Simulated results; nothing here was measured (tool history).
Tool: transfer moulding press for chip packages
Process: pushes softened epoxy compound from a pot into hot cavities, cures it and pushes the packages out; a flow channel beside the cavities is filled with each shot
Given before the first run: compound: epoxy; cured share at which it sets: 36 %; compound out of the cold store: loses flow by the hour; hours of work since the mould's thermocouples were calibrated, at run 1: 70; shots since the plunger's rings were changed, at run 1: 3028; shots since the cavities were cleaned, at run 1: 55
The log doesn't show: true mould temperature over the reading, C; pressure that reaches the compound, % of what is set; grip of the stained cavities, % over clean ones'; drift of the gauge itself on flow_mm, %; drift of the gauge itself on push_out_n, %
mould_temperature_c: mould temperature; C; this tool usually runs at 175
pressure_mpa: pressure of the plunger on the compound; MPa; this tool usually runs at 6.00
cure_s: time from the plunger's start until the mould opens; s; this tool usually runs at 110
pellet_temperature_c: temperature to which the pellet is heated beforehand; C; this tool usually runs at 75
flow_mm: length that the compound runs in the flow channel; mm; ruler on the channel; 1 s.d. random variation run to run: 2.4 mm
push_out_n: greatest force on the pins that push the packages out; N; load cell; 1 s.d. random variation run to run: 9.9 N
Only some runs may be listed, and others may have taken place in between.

| run | day | mould_temperature_c | pressure_mpa | cure_s | pellet_temperature_c | hours of work since the mould's thermocouples were calibrated | shots since the plunger's rings were changed | shots since the cavities were cleaned | incoming compound's hours out of the cold store | flow_mm | push_out_n |
|---|---|---|---|---|---|---|---|---|---|---|---|
| 1 | 0.000 | 175 | 6.00 | 110 | 75 | 70 | 3028 | 55 | 15.8 | 541 | 540 |
| 2 | 1.142 | 175 | 6.00 | 110 | 75 | 81 | 3220 | 247 | 41.5 | 475 | 719 |
| 3 | 2.125 | 175 | 6.00 | 96 | 75 | 91 | 3387 | 414 | 15.0 | 541 | 913 |
|  | 2.462 | plunger's sealing rings changed |
|  | 2.708 | cavities cleaned with cleaning compound and waxed |
| 4 | 3.142 | 175 | 6.00 | 96 | 75 | 100 | 105 | 74 | 36.5 | 516 | 1161 |
| 5 | 3.621 | 175 | 6.00 | 96 | 75 | 105 | 185 | 154 | 36.4 | 518 | 1114 |
| 6 | 4.275 | 174 | 6.00 | 110 | 75 | 112 | 296 | 265 | 35.9 | 522 | 1092 |
| 7 | 4.888 | 174 | 6.00 | 110 | 75 | 118 | 399 | 368 | 22.5 | 558 | 1079 |
| 8 | 5.500 | 174 | 6.00 | 110 | 75 | 124 | 502 | 471 | 39.4 | 509 | 1058 |
|  | 5.671 | cavities cleaned with cleaning compound and waxed |
|  | 6.588 | cavities cleaned with cleaning compound and waxed, once more |
| 9 | 6.633 | 175 | 7.29 | 110 | 75 | 134 | 672 | 8 | 28.9 | 585 | 457 |
| 10 | 7.754 | 176 | 7.29 | 110 | 75 | 146 | 861 | 197 | 10.4 | 635 | 663 |
| 11 | 8.725 | 169 | 4.64 | 110 | 75 | 156 | 1024 | 360 | 20.2 | 498 | 959 |
| 12 | 9.212 | 181 | 7.14 | 135 | 70 | 161 | 1106 | 442 | 26.8 | 565 | 791 |
|  | 9.479 | cavities cleaned with cleaning compound and waxed |
| 13 | 9.783 | 175 | 4.55 | 93 | 73 | 166 | 1192 | 51 | 44.4 | 423 | 575 |
| 14 | 10.888 | 175 | 6.80 | 135 | 73 | 177 | 1379 | 238 | 18.7 | 588 | 707 |
| 15 | 11.446 | 168 | 4.93 | 148 | 73 | 183 | 1472 | 331 | 36.8 | 473 | 776 |
|  | 12.358 | cavities cleaned with cleaning compound and waxed |
| 16 | 12.358 | 168 | 5.21 | 131 | 73 | 191 | 1616 | 0 | 28.3 | 504 | 463 |
| 17 | 13.017 | 177 | 6.47 | 93 | 76 | 198 | 1726 | 110 | 31.9 | 527 | 622 |
| 18 | 13.767 | 176 | 6.85 | 111 | 68 | 206 | 1853 | 237 | 41.4 | 515 | 694 |

Consider 3 possible next runs. They are alternatives, not a sequence: every one starts from the tool as it was left by run 18. What does each give?
| A | 14.617 | 178 | 4.64 | 111 | 71 | 214 | 1996 | 380 | 40.2 | ? | ? |
| B | 14.617 | 171 | 6.35 | 111 | 68 | 214 | 1996 | 380 | 45.6 | ? | ? |
| C | 14.617 | 175 | 6.85 | 111 | 68 | 214 | 1996 | 380 | 30.5 | ? | ? |

| run | flow_mm | push_out_n |
|---|---|---|
| A | 424 | 802 |
| B | 501 | 878 |
| C | 550 | 786 |
Take away the tool's hidden state, keep each run's random variation, and the runs would have read:
| run | flow_mm | push_out_n |
|---|---|---|
| A | 441 | 441 |
| B | 522 | 490 |
| C | 572 | 433 |
